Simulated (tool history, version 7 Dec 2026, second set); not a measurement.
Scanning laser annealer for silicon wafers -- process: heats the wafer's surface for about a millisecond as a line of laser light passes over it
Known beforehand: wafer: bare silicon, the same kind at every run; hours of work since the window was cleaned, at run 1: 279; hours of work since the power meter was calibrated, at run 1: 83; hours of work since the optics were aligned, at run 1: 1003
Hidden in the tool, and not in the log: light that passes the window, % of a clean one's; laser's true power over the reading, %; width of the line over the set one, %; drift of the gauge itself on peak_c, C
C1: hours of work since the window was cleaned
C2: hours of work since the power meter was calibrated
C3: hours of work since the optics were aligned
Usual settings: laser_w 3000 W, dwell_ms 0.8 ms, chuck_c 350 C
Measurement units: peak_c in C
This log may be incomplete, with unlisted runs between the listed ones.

{"run": 1, "hour": 0.0, "laser_w": 3000, "dwell_ms": 0.8, "chuck_c": 350, "C1": 279, "C2": 83, "C3": 1003, "peak_c": 1083}
{"run": 2, "hour": 10.9, "laser_w": 3000, "dwell_ms": 0.8, "chuck_c": 352, "C1": 285, "C2": 88, "C3": 1009, "peak_c": 1085}
{"run": 3, "hour": 21.7, "laser_w": 3000, "dwell_ms": 0.8, "chuck_c": 352, "C1": 291, "C2": 94, "C3": 1015, "peak_c": 1085}
{"run": 4, "hour": 35.4, "laser_w": 3000, "dwell_ms": 0.8, "chuck_c": 352, "C1": 298, "C2": 101, "C3": 1022, "peak_c": 1082}
{"run": 5, "hour": 47.6, "laser_w": 3000, "dwell_ms": 0.8, "chuck_c": 352, "C1": 305, "C2": 108, "C3": 1029, "peak_c": 1085}
{"run": 6, "hour": 54.7, "laser_w": 3000, "dwell_ms": 0.8, "chuck_c": 352, "C1": 309, "C2": 112, "C3": 1032, "peak_c": 1080}
{"run": 7, "hour": 62.7, "laser_w": 3000, "dwell_ms": 0.8, "chuck_c": 352, "C1": 313, "C2": 116, "C3": 1037, "peak_c": 1085}
{"run": 8, "hour": 68.6, "laser_w": 3000, "dwell_ms": 0.8, "chuck_c": 352, "C1": 316, "C2": 119, "C3": 1040, "peak_c": 1084}
{"run": 9, "hour": 82.5, "laser_w": 3000, "dwell_ms": 0.618, "chuck_c": 350, "C1": 323, "C2": 127, "C3": 1047, "peak_c": 983}
{"run": 10, "hour": 93.5, "laser_w": 3000, "dwell_ms": 0.618, "chuck_c": 350, "C1": 329, "C2": 133, "C3": 1053, "peak_c": 983}
{"run": 11, "hour": 100.6, "laser_w": 3000, "dwell_ms": 0.763, "chuck_c": 350, "C1": 333, "C2": 136, "C3": 1057, "peak_c": 1057}
{"run": 12, "hour": 108.2, "laser_w": 3000, "dwell_ms": 0.8, "chuck_c": 340, "C1": 337, "C2": 140, "C3": 1061, "peak_c": 1067}
{"hour": 120.0, "done": "window over the wafer cleaned"}
{"run": 13, "hour": 120.1, "laser_w": 2964, "dwell_ms": 0.8, "chuck_c": 340, "C1": 0, "C2": 146, "C3": 1066, "peak_c": 1102}
{"run": 14, "hour": 126.0, "laser_w": 3000, "dwell_ms": 0.8, "chuck_c": 389, "C1": 3, "C2": 149, "C3": 1069, "peak_c": 1161}
{"run": 15, "hour": 135.0, "laser_w": 3000, "dwell_ms": 0.8, "chuck_c": 389, "C1": 8, "C2": 154, "C3": 1074, "peak_c": 1158}
{"run": 16, "hour": 147.1, "laser_w": 3000, "dwell_ms": 0.8, "chuck_c": 389, "C1": 14, "C2": 160, "C3": 1081, "peak_c": 1156}
{"run": 17, "hour": 160.0, "laser_w": 3000, "dwell_ms": 0.8, "chuck_c": 386, "C1": 21, "C2": 167, "C3": 1088, "peak_c": 1154}
{"run": 18, "hour": 171.9, "laser_w": 3000, "dwell_ms": 0.8, "chuck_c": 386, "C1": 28, "C2": 173, "C3": 1094, "peak_c": 1153}
{"run": 19, "hour": 183.8, "laser_w": 3000, "dwell_ms": 0.58, "chuck_c": 386, "C1": 34, "C2": 180, "C3": 1100, "peak_c": 1031}
{"run": 20, "hour": 197.6, "laser_w": 3000, "dwell_ms": 0.58, "chuck_c": 386, "C1": 42, "C2": 187, "C3": 1108, "peak_c": 1032}

Run 21 has not been measured yet. What should we expect?
{"run": 21, "hour": 209.1, "laser_w": 3000, "dwell_ms": 0.58, "chuck_c": 386, "C1": 48, "C2": 193, "C3": 1114, "peak_c": "?"}

Run 21 produced peak_c 1028 C.
Take away the tool's hidden state, keep the run-to-run variation as it was, and the same run would have given peak_c 1048 C.
